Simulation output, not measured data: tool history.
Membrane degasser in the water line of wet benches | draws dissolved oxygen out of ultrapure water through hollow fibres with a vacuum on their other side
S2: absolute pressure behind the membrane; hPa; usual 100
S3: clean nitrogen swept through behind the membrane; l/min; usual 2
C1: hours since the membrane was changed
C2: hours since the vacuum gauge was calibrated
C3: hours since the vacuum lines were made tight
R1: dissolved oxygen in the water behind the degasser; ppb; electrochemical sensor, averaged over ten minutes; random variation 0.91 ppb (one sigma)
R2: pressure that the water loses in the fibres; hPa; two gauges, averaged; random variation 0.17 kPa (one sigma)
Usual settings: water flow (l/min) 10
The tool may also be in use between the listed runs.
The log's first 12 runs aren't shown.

{"run": 13, "hour": 1274.6, "water flow (l/min)": 8, "S2": 100, "S3": 4.67, "C1": 4422, "C2": 2730, "C3": 3920, "R1": 31.9, "R2": 244.5}
{"run": 14, "hour": 1418.6, "water flow (l/min)": 8, "S2": 100, "S3": 4.67, "C1": 4566, "C2": 2874, "C3": 4064, "R1": 31.2, "R2": 243.7}
{"run": 15, "hour": 1524.8, "water flow (l/min)": 7, "S2": 100, "S3": 2, "C1": 4672, "C2": 2980, "C3": 4171, "R1": 63.7, "R2": 217.8}
{"run": 16, "hour": 1623.1, "water flow (l/min)": 7, "S2": 100, "S3": 2, "C1": 4770, "C2": 3078, "C3": 4269, "R1": 63.2, "R2": 217.1}
{"run": 17, "hour": 1705.3, "water flow (l/min)": 7, "S2": 100, "S3": 2.48, "C1": 4852, "C2": 3160, "C3": 4351, "R1": 52, "R2": 215.9}
{"run": 18, "hour": 1856.1, "water flow (l/min)": 7, "S2": 100, "S3": 1, "C1": 5003, "C2": 3311, "C3": 4502, "R1": 121.3, "R2": 216.1}
{"hour": 1949.5, "done": "vacuum gauge calibrated"}
{"run": 19, "hour": 2000.9, "water flow (l/min)": 13, "S2": 109, "S3": 2, "C1": 5147, "C2": 51, "C3": 4646, "R1": 145.6, "R2": 402.1}
{"run": 20, "hour": 2173.8, "water flow (l/min)": 6, "S2": 100, "S3": 1.09, "C1": 5320, "C2": 224, "C3": 4819, "R1": 96.2, "R2": 186.7}
{"run": 21, "hour": 2266.4, "water flow (l/min)": 16, "S2": 201, "S3": 1.04, "C1": 5413, "C2": 317, "C3": 4912, "R1": 632.2, "R2": 494.8}

The next listed run, before its measurement:
{"run": 22, "hour": 2425.8, "water flow (l/min)": 10, "S2": 119, "S3": 0.88, "C1": 5572, "C2": 476, "C3": 5071, "R1": "?", "R2": "?"}

{"run 22": {"R1": 236, "R2": 313}}
Without the tool's hidden state the same run would have given R1 226.5 ppb, R2 300.7 hPa.

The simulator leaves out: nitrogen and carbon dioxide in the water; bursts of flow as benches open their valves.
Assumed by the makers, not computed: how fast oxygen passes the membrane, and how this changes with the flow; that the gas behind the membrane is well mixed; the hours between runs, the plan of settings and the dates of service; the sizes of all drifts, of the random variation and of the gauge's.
